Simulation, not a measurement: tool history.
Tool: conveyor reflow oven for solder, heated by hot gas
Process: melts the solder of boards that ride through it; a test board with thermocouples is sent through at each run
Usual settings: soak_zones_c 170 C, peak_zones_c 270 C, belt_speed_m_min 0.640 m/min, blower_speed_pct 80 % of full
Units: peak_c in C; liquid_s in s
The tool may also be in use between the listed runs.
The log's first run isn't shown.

run 2 hour=69.0 | soak_zones_c=170 peak_zones_c=270 belt_speed_m_min=0.640 blower_speed_pct=80 | peak_c=246.5 liquid_s=48.0
-- hour=110.1 flux residue cleaned out of gas plates and filters
run 3 hour=133.0 | soak_zones_c=170 peak_zones_c=270 belt_speed_m_min=0.640 blower_speed_pct=80 | peak_c=247.8 liquid_s=50.0
run 4 hour=215.7 | soak_zones_c=170 peak_zones_c=270 belt_speed_m_min=0.640 blower_speed_pct=80 | peak_c=247.0 liquid_s=49.7
run 5 hour=287.2 | soak_zones_c=170 peak_zones_c=270 belt_speed_m_min=0.640 blower_speed_pct=80 | peak_c=246.7 liquid_s=48.5
run 6 hour=350.1 | soak_zones_c=170 peak_zones_c=270 belt_speed_m_min=0.640 blower_speed_pct=80 | peak_c=244.9 liquid_s=48.3
-- hour=370.5 belt drive overhauled, speed set with a stopwatch
run 7 hour=426.2 | soak_zones_c=170 peak_zones_c=270 belt_speed_m_min=0.573 blower_speed_pct=80 | peak_c=247.8 liquid_s=56.8
-- hour=456.7 flux residue cleaned out of gas plates and filters
run 8 hour=504.9 | soak_zones_c=170 peak_zones_c=270 belt_speed_m_min=0.640 blower_speed_pct=80 | peak_c=246.7 liquid_s=48.6
run 9 hour=559.7 | soak_zones_c=170 peak_zones_c=270 belt_speed_m_min=0.640 blower_speed_pct=80 | peak_c=245.6 liquid_s=49.0
run 10 hour=645.1 | soak_zones_c=170 peak_zones_c=270 belt_speed_m_min=0.640 blower_speed_pct=80 | peak_c=245.5 liquid_s=47.8
run 11 hour=715.1 | soak_zones_c=163 peak_zones_c=270 belt_speed_m_min=0.640 blower_speed_pct=80 | peak_c=243.2 liquid_s=43.4
run 12 hour=753.7 | soak_zones_c=163 peak_zones_c=270 belt_speed_m_min=0.640 blower_speed_pct=80 | peak_c=243.0 liquid_s=43.7
-- hour=802.2 flux residue cleaned out of gas plates and filters
run 13 hour=823.2 | soak_zones_c=163 peak_zones_c=270 belt_speed_m_min=0.640 blower_speed_pct=80 | peak_c=244.9 liquid_s=45.5
run 14 hour=893.2 | soak_zones_c=163 peak_zones_c=270 belt_speed_m_min=0.640 blower_speed_pct=80 | peak_c=243.7 liquid_s=45.6
run 15 hour=958.9 | soak_zones_c=170 peak_zones_c=275 belt_speed_m_min=0.640 blower_speed_pct=80 | peak_c=249.3 liquid_s=50.9
run 16 hour=1003.4 | soak_zones_c=178 peak_zones_c=280 belt_speed_m_min=0.531 blower_speed_pct=80 | peak_c=261.5 liquid_s=77.5
run 17 hour=1043.0 | soak_zones_c=178 peak_zones_c=280 belt_speed_m_min=0.531 blower_speed_pct=80 | peak_c=261.2 liquid_s=76.3
run 18 hour=1109.3 | soak_zones_c=178 peak_zones_c=262 belt_speed_m_min=0.531 blower_speed_pct=80 | peak_c=244.7 liquid_s=62.9
-- hour=1146.1 flux residue cleaned out of gas plates and filters
run 19 hour=1171.3 | soak_zones_c=178 peak_zones_c=262 belt_speed_m_min=0.531 blower_speed_pct=80 | peak_c=246.1 liquid_s=65.4
run 20 hour=1234.3 | soak_zones_c=171 peak_zones_c=267 belt_speed_m_min=0.752 blower_speed_pct=80 | peak_c=237.4 liquid_s=32.8
-- hour=1292.4 thermocouples of zones 6 and 7 changed
run 21 hour=1314.6 | soak_zones_c=171 peak_zones_c=267 belt_speed_m_min=0.752 blower_speed_pct=80 | peak_c=239.8 liquid_s=34.8
run 22 hour=1379.2 | soak_zones_c=171 peak_zones_c=267 belt_speed_m_min=0.752 blower_speed_pct=80 | peak_c=238.4 liquid_s=33.2
run 23 hour=1440.1 | soak_zones_c=171 peak_zones_c=261 belt_speed_m_min=0.640 blower_speed_pct=84 | peak_c=240.8 liquid_s=44.0

The next listed run, before its measurement:
-- hour=1493.5 flux residue cleaned out of gas plates and filters
run 24 hour=1493.5 | soak_zones_c=178 peak_zones_c=261 belt_speed_m_min=0.640 blower_speed_pct=84 | peak_c=? liquid_s=?

peak_c: 243.7 C
liquid_s: 50.7 s
Without the tool's hidden state the same run would have given peak_c 244.1 C, liquid_s 50.4 s.
